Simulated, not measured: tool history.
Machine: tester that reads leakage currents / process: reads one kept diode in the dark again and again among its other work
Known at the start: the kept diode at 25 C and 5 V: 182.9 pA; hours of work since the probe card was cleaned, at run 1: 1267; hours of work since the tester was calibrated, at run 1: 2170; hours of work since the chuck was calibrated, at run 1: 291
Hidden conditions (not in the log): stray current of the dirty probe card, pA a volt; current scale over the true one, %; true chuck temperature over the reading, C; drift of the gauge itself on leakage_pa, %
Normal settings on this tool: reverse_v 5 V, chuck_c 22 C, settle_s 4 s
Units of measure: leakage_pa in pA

run	day	reverse_v	chuck_c	settle_s	hours of work since the probe card was cleaned	hours of work since the tester was calibrated	hours of work since the chuck was calibrated	leakage_pa
1	0	5	22	4	1267	2170	291	140.38
2	2.854	5	22	5.12	1300	2203	324	140.15
3	7.883	5	22	5.12	1357	2261	382	139.27
4	11.046	5	22	5.12	1394	2297	418	138.96
5	16.846	5	22	5.12	1460	2363	484	138.13
# day 20.633: tester calibrated
6	20.792	5	22	5.12	1504	2	529	135.54
7	23.417	5	32	4	1534	32	559	285.71
8	27.383	5	23	4	1580	77	604	144.96
9	31.908	5	23	4	1632	129	656	143.35
10	35.204	5	23	4	1669	167	694	142.83
11	39.804	11.68	23	4	1722	220	746	234.74
12	44.742	5	22	7.8	1779	276	803	130.76
13	47.658	5	22	4	1812	310	836	131.02
14	51.321	4.71	22	4	1854	352	878	125.54
15	57.038	5	22	3.19	1920	417	944	128.96
16	61.45	18.56	22	4	1970	468	994	277.74
17	64.062	18.56	22	4	2000	497	1024	277.07
18	67.717	5	22	4	2042	539	1066	126.73
19	71.704	5	22	4	2087	585	1112	125.48
20	75.175	5	53	4	2127	625	1152	1116.44
21	78.312	5	53	4	2163	661	1188	1117.75
22	82.733	14.06	27	4	2214	711	1238	337.03
23	87.642	5	57	0.42	2270	768	1294	1422.78
24	92.417	1.1	41	1.01	2325	822	1349	202.97
25	96.396	1.1	54	1.12	2370	868	1395	479.35
# day 97.467: chuck's temperature calibrated
26	100.658	1.1	54	1.12	2418	916	37	553.2
27	106.55	1.1	54	1.12	2486	983	104	546.35
28	111.612	9.34	22	7.08	2544	1041	162	206.9
29	115.512	2.91	31	7.08	2588	1086	207	202.87
30	121.008	4.76	31	7.08	2651	1149	270	267.67
31	123.462	4.76	31	7.08	2679	1177	298	267.85
32	126.679	9.95	22	1.68	2716	1214	335	209.59
33	131.867	1.24	22	1.68	2776	1273	394	61.06
34	135.883	1.24	57	1.55	2822	1319	440	687.43
35	139.962	8.11	36	8.27	2868	1366	487	512.78
36	144.171	5	40	1.37	2917	1414	535	508.06
37	148.062	5	40	0.66	2961	1459	580	506.23

3 ways to go on from here, each from the tool as it stands after run 37. What would each give?
A	151.271	5	40	1.41	2998	1496	616	?
B	151.271	12.75	22	6.72	2998	1496	616	?
C	151.271	13.77	47	2.05	2998	1496	616	?

run	leakage_pa
A	504
B	235.26
C	1452.28
What these runs would have given with no unlogged condition in the tool:
run	leakage_pa
A	542.03
B	251.33
C	1556.78
